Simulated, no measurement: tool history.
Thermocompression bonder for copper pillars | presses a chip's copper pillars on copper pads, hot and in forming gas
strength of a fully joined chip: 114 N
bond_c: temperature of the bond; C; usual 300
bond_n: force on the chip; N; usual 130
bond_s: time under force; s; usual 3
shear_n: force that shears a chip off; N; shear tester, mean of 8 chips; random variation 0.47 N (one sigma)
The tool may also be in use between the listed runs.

Run 1, hour 0: usual settings. Result: shear_n 57.5 N.
Run 2, hour 10.4: usual settings. Result: shear_n 57.1 N.
At hour 13.1: heater calibrated with a thermocouple chip.
Run 3, hour 25.2: usual settings. Result: shear_n 54 N.
Run 4, hour 35.7: usual settings. Result: shear_n 54.2 N.
Run 5, hour 42.4: usual settings. Result: shear_n 54.2 N.
At hour 47: heater calibrated with a thermocouple chip, once more.
Run 6, hour 54.3: usual settings but bond_c 284 C. Result: shear_n 54 N.
Run 7, hour 64.9: usual settings but bond_c 284 C. Result: shear_n 52.7 N.
Run 8, hour 78.6: usual settings but bond_c 284 C. Result: shear_n 53.7 N.
Run 9, hour 90.7: usual settings but bond_c 284 C. Result: shear_n 53.1 N.
Run 10, hour 105.6: usual settings but bond_c 282 C, bond_s 6 s. Result: shear_n 64.9 N.

4 ways to go on from here, each from the tool as it stands after run 10. What would each give?
Run A, hour 118: usual settings but bond_c 275 C, bond_n 110 N, bond_s 6 s. Result: shear_n ?.
Run B, hour 118: usual settings but bond_n 116 N. Result: shear_n ?.
Run C, hour 118: usual settings but bond_c 309 C, bond_n 113 N, bond_s 6 s. Result: shear_n ?.
Run D, hour 118: usual settings but bond_c 278 C, bond_s 2 s. Result: shear_n ?.

run  shear_n
  A     57.5
  B     57.8
  C     75.4
  D     43.5
Without the tool's hidden state the same runs would have given:
run  shear_n
  A       62
  B     62.4
  C     81.1
  D       47
